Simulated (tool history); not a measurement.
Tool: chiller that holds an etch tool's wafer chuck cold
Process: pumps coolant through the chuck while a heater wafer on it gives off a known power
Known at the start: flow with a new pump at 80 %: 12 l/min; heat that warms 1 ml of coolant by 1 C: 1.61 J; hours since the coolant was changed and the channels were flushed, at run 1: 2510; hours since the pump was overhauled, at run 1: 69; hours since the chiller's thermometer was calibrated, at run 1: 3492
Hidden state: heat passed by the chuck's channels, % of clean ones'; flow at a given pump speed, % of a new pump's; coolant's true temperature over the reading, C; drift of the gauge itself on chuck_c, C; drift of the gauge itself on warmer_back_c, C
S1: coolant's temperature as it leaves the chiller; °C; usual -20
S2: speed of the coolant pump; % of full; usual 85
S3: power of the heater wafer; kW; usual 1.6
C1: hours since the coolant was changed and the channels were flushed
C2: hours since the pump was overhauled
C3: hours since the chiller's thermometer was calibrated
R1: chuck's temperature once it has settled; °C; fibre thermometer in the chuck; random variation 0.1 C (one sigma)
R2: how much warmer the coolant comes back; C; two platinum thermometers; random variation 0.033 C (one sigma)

Run 1, hour 0: usual settings; C1 2510; C2 69; C3 3492. Result: R1 -9.7 °C, R2 4.66 C.
Run 2, hour 165.3: usual settings but S3 1.634 kW; C1 2675; C2 234; C3 3657. Result: R1 -9.6 °C, R2 4.73 C.
Run 3, hour 393: usual settings but S3 1.634 kW; C1 2903; C2 462; C3 3885. Result: R1 -9.5 °C, R2 4.79 C.
At hour 481.4: coolant changed, channels flushed.
Run 4, hour 536.4: usual settings but S3 1.634 kW; C1 55; C2 600; C3 4022. Result: R1 -9.5 °C, R2 4.78 C.
Run 5, hour 661.6: usual settings but S3 1.634 kW; C1 180; C2 725; C3 4147. Result: R1 -9.6 °C, R2 4.7 C.
Run 6, hour 826.7: usual settings but S3 1.634 kW; C1 345; C2 890; C3 4312. Result: R1 -9.5 °C, R2 4.76 C.
Run 7, hour 1032.5: usual settings but S3 1.634 kW; C1 551; C2 1096; C3 4518. Result: R1 -9.5 °C, R2 4.74 C.
Run 8, hour 1234.8: usual settings; C1 753; C2 1298; C3 4720. Result: R1 -10 °C, R2 4.67 C.
Run 9, hour 1432.1: usual settings; C1 951; C2 1495; C3 4918. Result: R1 -9.9 °C, R2 4.6 C.
At hour 1501.1: chiller's thermometer calibrated.
Run 10, hour 1660.1: usual settings; C1 1178; C2 1722; C3 159. Result: R1 -9.7 °C, R2 4.62 C.
Run 11, hour 1869.2: usual settings; C1 1387; C2 1931; C3 368. Result: R1 -9.8 °C, R2 4.63 C.
Run 12, hour 1963.7: usual settings; C1 1481; C2 2026; C3 463. Result: R1 -9.7 °C, R2 4.61 C.
Run 13, hour 2100.9: usual settings but S2 96 % of full; C1 1619; C2 2163; C3 600. Result: R1 -10.7 °C, R2 4.04 C.
Run 14, hour 2196.1: usual settings but S2 96 % of full; C1 1714; C2 2258; C3 695. Result: R1 -10.7 °C, R2 3.96 C.
Run 15, hour 2394.3: usual settings but S1 -26 °C, S2 92 % of full, S3 1.856 kW; C1 1912; C2 2456; C3 893. Result: R1 -14.9 °C, R2 4.92 C.
Run 16, hour 2503.2: usual settings but S1 -26 °C, S2 92 % of full, S3 1.856 kW; C1 2021; C2 2565; C3 1002. Result: R1 -14.9 °C, R2 4.86 C.
Run 17, hour 2720.6: usual settings but S1 -12 °C, S2 93 % of full, S3 1.245 kW; C1 2238; C2 2783; C3 1219. Result: R1 -4.6 °C, R2 3.24 C.
Run 18, hour 2941.5: usual settings but S2 71 % of full; C1 2459; C2 3004; C3 1440. Result: R1 -8.2 °C, R2 5.49 C.
Run 19, hour 3049.4: usual settings but S2 71 % of full; C1 2567; C2 3112; C3 1548. Result: R1 -8.3 °C, R2 5.51 C.
Run 20, hour 3174.2: usual settings but S2 71 % of full; C1 2692; C2 3236; C3 1673. Result: R1 -8.4 °C, R2 5.54 C.
Run 21, hour 3378.2: usual settings but S2 71 % of full; C1 2896; C2 3440; C3 1877. Result: R1 -8.3 °C, R2 5.48 C.
At hour 3475.5: coolant changed, channels flushed.
Run 22, hour 3525.5: usual settings but S2 71 % of full; C1 50; C2 3582; C3 2018. Result: R1 -8.4 °C, R2 5.48 C.
Run 23, hour 3736.2: usual settings but S1 -19 °C, S2 71 % of full, S3 1.818 kW; C1 261; C2 3792; C3 2229. Result: R1 -5.6 °C, R2 6.27 C.
Run 24, hour 3867: usual settings but S1 -27 °C, S2 78 % of full, S3 1.664 kW; C1 392; C2 3923; C3 2360. Result: R1 -15.7 °C, R2 5.13 C.
Run 25, hour 4013.5: usual settings but S1 -18 °C, S2 88 % of full, S3 1.664 kW; C1 538; C2 4070; C3 2506. Result: R1 -7.7 °C, R2 4.56 C.
Run 26, hour 4126.1: usual settings but S1 -29 °C, S2 67 % of full, S3 0.852 kW; C1 651; C2 4182; C3 2619. Result: R1 -22.5 °C, R2 2.99 C.

Hidden state at the last listed run before each entry between runs and at the first one after, where it differs:
Between runs 3 and 4: coolant changed, channels flushed (hour 481.4)
  heat passed by the chuck's channels, % of clean ones': 99.7 -> 100
  measured less the result without the state, R2: -0.02 -> -0.02 C
Between runs 9 and 10: chiller's thermometer calibrated (hour 1501.1)
  heat passed by the chuck's channels, % of clean ones': 99.9 -> 99.8; coolant's true temperature over the reading, C: -0.02 -> 0; drift of the gauge itself on warmer_back_c, C: -0.06 -> -0.07
  measured less the result without the state, R2: -0.06 -> -0.06 C
Between runs 21 and 22: coolant changed, channels flushed (hour 3475.5)
  heat passed by the chuck's channels, % of clean ones': 99.6 -> 100; drift of the gauge itself on warmer_back_c, C: -0.14 -> -0.15
  measured less the result without the state, R2: -0.14 -> -0.13 C
